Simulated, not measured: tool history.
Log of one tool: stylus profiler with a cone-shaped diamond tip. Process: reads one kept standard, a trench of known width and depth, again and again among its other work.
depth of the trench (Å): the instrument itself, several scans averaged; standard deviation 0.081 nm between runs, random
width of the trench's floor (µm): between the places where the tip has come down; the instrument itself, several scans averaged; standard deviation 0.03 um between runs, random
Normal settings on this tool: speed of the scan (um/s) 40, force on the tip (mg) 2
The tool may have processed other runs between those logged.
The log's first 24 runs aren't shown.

run,day,speed of the scan (um/s),force on the tip (mg),depth of the trench (Å),width of the trench's floor (µm)
25,51.375,23,3.2,5093.7,15.64
26,53.5,14,1.21,5049.9,15.66
27,55.517,15,0.94,5041.6,15.61
28,58.042,15,0.94,5040.7,15.56
29,60.717,15,0.94,5041,15.53
30,63.308,20,3.84,5104.4,15.57
31,65.417,28,1.4,5052.7,15.41
32,68.158,28,1.4,5053.8,15.36
33,69.946,66,2,5067.1,15.18
34,71.65,66,2,5066.2,15.18
35,73.796,53,1.16,5046.1,15.11
36,76.454,53,1.16,5045.9,15.1
37,79.333,53,1.16,5044.2,15.05
38,81.012,69,1.16,5044.4,14.95
39,84.188,57,0.88,5036.7,14.89
40,87.346,14,2.6,5077.3,15.22
41,89.046,124,2.38,5069.4,14.72
42,90.458,124,2.38,5072.4,14.67
43,93.083,124,2.38,5072.2,14.59

For run 44, what comes out?
44,95.912,124,2.38,?,?

depth of the trench (Å): 5070.8
width of the trench's floor (µm): 14.53
Were there no unlogged condition in the tool, this run, its random variation unchanged, would have produced depth of the trench (Å) 5074.6, width of the trench's floor (µm) 16.41.
